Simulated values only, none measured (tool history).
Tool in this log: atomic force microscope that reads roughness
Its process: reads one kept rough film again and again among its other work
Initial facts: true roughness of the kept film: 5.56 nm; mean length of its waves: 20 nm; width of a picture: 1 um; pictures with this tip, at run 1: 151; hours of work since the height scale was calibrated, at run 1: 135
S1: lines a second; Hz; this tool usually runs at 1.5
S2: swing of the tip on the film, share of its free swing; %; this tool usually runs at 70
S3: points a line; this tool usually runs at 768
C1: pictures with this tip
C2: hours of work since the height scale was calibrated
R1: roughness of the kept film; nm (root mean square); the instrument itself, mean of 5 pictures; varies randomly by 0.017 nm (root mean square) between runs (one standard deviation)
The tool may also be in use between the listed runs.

{"run": 1, "hour": 0.0, "S1": 1.5, "S2": 70, "S3": 768, "C1": 151, "C2": 135, "R1": 4.126}
{"run": 2, "hour": 36.2, "S1": 1.5, "S2": 70, "S3": 768, "C1": 208, "C2": 155, "R1": 4.137}
{"run": 3, "hour": 57.6, "S1": 1.5, "S2": 70, "S3": 768, "C1": 241, "C2": 167, "R1": 4.151}
{"run": 4, "hour": 91.8, "S1": 1.5, "S2": 63, "S3": 768, "C1": 294, "C2": 187, "R1": 4.215}
{"run": 5, "hour": 128.3, "S1": 1.5, "S2": 63, "S3": 354, "C1": 351, "C2": 208, "R1": 4.128}
{"hour": 133.1, "done": "new tip fitted"}
{"run": 6, "hour": 148.1, "S1": 1.5, "S2": 63, "S3": 354, "C1": 23, "C2": 219, "R1": 4.15}
{"run": 7, "hour": 185.3, "S1": 1.5, "S2": 70, "S3": 778, "C1": 81, "C2": 240, "R1": 4.151}
{"run": 8, "hour": 212.2, "S1": 2.76, "S2": 70, "S3": 528, "C1": 123, "C2": 255, "R1": 3.967}
{"run": 9, "hour": 237.1, "S1": 0.54, "S2": 61, "S3": 681, "C1": 161, "C2": 269, "R1": 4.293}
{"run": 10, "hour": 253.6, "S1": 1.5, "S2": 70, "S3": 928, "C1": 187, "C2": 279, "R1": 4.121}
{"run": 11, "hour": 271.4, "S1": 1.66, "S2": 76, "S3": 653, "C1": 215, "C2": 289, "R1": 4.015}

Hidden state or all else? Some run-to-run changes of R1, split into what the settings, what came in and random variation would give without the hidden state, and what is left for the hidden state (with any gauge scatter that isn't in both results):
Hidden state present: radius of the tip, nm; height scale over the true one, %; drift of the gauge itself on roughness_nm, %.
Run 5 -> 6: new tip fitted. R1 +0.022 nm (root mean square): hidden state +0.014, all else +0.008.
Run 8 -> 9: S1 2.76 -> 0.54, S2 70 -> 61, S3 528 -> 681. R1 +0.326 nm (root mean square): hidden state -0.002, all else +0.328.
